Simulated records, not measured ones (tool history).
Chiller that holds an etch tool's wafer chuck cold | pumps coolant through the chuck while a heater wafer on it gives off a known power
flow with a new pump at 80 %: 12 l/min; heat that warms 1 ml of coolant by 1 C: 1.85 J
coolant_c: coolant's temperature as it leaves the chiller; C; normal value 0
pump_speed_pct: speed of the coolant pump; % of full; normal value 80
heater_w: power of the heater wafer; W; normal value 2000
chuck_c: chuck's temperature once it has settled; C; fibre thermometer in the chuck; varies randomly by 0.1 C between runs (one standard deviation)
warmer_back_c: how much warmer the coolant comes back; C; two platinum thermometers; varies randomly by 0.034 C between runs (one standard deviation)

run,hour,coolant_c,pump_speed_pct,heater_w,chuck_c,warmer_back_c
1,0.0,0,80,2000,24.0,5.37
2,109.3,-3,80,2000,21.0,5.43
3,214.4,-3,80,2000,21.2,5.45
4,339.0,-3,80,2000,21.0,5.36
5,419.5,-3,80,2000,21.0,5.48
6,491.9,0,97,2000,20.9,4.50
7,589.2,0,70,2000,26.2,6.22
8,682.5,0,70,2000,26.3,6.23
9,823.4,0,70,2000,26.1,6.22
10,963.6,0,70,2000,26.2,6.25
11,1100.9,0,80,2644,31.8,7.33
12,1189.4,0,80,2644,31.5,7.27
13,1262.3,0,70,2000,26.3,6.26
14,1402.1,0,70,2000,26.1,6.24
15,1512.0,0,70,2000,25.9,6.26
16,1643.0,0,80,1686,20.2,4.62
17,1700.4,0,63,2870,40.4,9.96
18,1830.4,0,63,2870,40.2,9.86
19,1942.4,-3,80,2000,20.9,5.54
20,2047.1,-3,80,2000,21.1,5.61
21,2123.0,-3,80,2000,21.1,5.56
22,2210.4,2,93,2147,25.3,5.16
23,2277.0,2,93,2147,25.2,5.18
24,2411.0,7,93,2942,38.8,7.14
25,2487.7,1,93,2942,32.8,7.06
26,2616.0,2,91,1021,13.3,2.64
27,2705.3,5,94,1382,19.8,3.40
# hour 2796.3: gauge calibrated
28,2814.7,0,93,1105,12.0,2.64
29,2888.8,-9,64,1200,7.8,4.03
# hour 2902.2: chiller's thermometer calibrated
30,2986.6,6,64,1021,20.0,3.43
31,3062.1,0,94,2171,23.3,5.02
32,3155.9,-7,68,2000,19.8,6.30

Below are 4 alternative next runs, each starting from the tool's condition after run 32. Predict each:
A,3276.9,-3,82,1543,?,?
B,3276.9,-7,91,1778,?,?
C,3276.9,-6,82,2755,?,?
D,3276.9,0,94,1207,?,?

run,chuck_c,warmer_back_c
A,15.2,4.06
B,12.5,4.24
C,26.3,7.38
D,12.9,2.86
Take away the tool's hidden state, keep each run's random variation, and the runs would have read:
run,chuck_c,warmer_back_c
A,15.2,4.02
B,12.5,4.21
C,26.3,7.35
D,12.8,2.82
